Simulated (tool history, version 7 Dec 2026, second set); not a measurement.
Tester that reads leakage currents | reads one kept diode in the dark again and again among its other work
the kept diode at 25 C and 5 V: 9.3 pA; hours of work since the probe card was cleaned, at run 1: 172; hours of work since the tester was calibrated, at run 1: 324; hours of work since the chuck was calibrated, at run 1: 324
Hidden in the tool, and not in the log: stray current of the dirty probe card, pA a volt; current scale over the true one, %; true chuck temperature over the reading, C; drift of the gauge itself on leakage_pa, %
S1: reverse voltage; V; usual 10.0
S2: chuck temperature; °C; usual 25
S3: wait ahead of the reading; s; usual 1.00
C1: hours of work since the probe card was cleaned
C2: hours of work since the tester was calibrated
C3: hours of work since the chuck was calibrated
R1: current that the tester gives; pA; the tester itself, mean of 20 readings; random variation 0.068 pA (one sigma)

run	hour	S1	S2	S3	C1	C2	C3	R1
1	0.0	10.0	25	1.00	172	324	324	16.46
2	31.8	10.0	25	1.00	197	348	348	16.55
3	70.5	10.0	25	1.00	226	377	377	16.67
4	122.8	10.0	25	1.00	266	417	417	16.77
5	179.9	10.0	25	1.00	309	460	460	16.90
6	248.3	10.0	25	1.00	361	512	512	17.40
# hour 275.1: chuck's temperature calibrated
7	294.1	10.0	25	4.54	394	546	14	12.61
8	337.6	10.0	37	1.00	428	579	47	37.48
9	371.1	10.0	37	1.00	453	604	73	37.78
10	407.7	10.0	37	1.00	481	632	101	37.86
11	445.8	3.0	37	1.00	510	661	130	24.98
12	491.1	14.7	25	1.00	544	695	164	19.63
13	539.9	11.2	25	1.00	581	732	201	17.20
14	598.8	11.2	25	1.00	626	777	246	17.22
15	646.9	10.0	25	0.34	663	814	283	23.44
16	694.3	10.0	25	0.30	699	850	319	24.79
17	745.3	10.0	25	1.00	737	889	357	16.93
18	800.3	10.0	25	1.00	779	930	399	17.13
19	835.5	10.0	25	1.00	806	957	426	17.27
20	909.0	10.0	25	1.00	862	1013	482	17.52
21	952.8	10.0	25	1.00	895	1046	515	17.70
# hour 979.2: chuck's temperature calibrated
22	1010.1	16.9	40	1.00	937	1088	23	57.34
23	1040.6	10.0	48	0.59	960	1112	47	89.60
24	1092.2	10.0	48	0.59	1000	1151	86	90.39
25	1156.9	3.0	36	0.46	1049	1200	135	24.35
26	1225.8	3.0	36	0.46	1101	1252	187	24.64
27	1257.7	3.0	36	0.46	1125	1277	212	24.89
28	1292.6	3.0	36	0.41	1152	1303	238	25.41
29	1345.3	1.1	50	1.33	1192	1343	278	53.29
30	1395.2	17.8	35	4.50	1230	1381	316	39.49
31	1452.7	17.8	53	8.95	1274	1425	360	160.13
32	1486.5	6.4	39	0.89	1299	1451	386	41.13
33	1531.3	6.4	39	0.89	1333	1485	420	41.70
34	1584.6	9.3	43	0.96	1374	1525	460	64.91
35	1626.6	10.0	25	0.45	1406	1557	492	22.21
36	1664.3	15.3	47	5.43	1435	1586	521	101.04
# hour 1682.5: chuck's temperature calibrated
37	1736.3	12.5	25	0.58	1488	1639	41	21.32
38	1782.0	10.1	25	0.34	1523	1674	76	23.28
39	1818.8	10.0	50	0.50	1550	1702	104	105.93

3 ways to go on from here, each from the tool as it stands after run 39. What would each give?
A	1873.6	11.1	55	0.58	1592	1743	145	?
B	1873.6	10.0	36	9.68	1592	1743	145	?
C	1873.6	10.0	25	7.28	1592	1743	145	?

run	R1
A	158.76
B	33.24
C	13.57
Without the tool's hidden state the same runs would have given:
run	R1
A	152.88
B	31.06
C	12.08
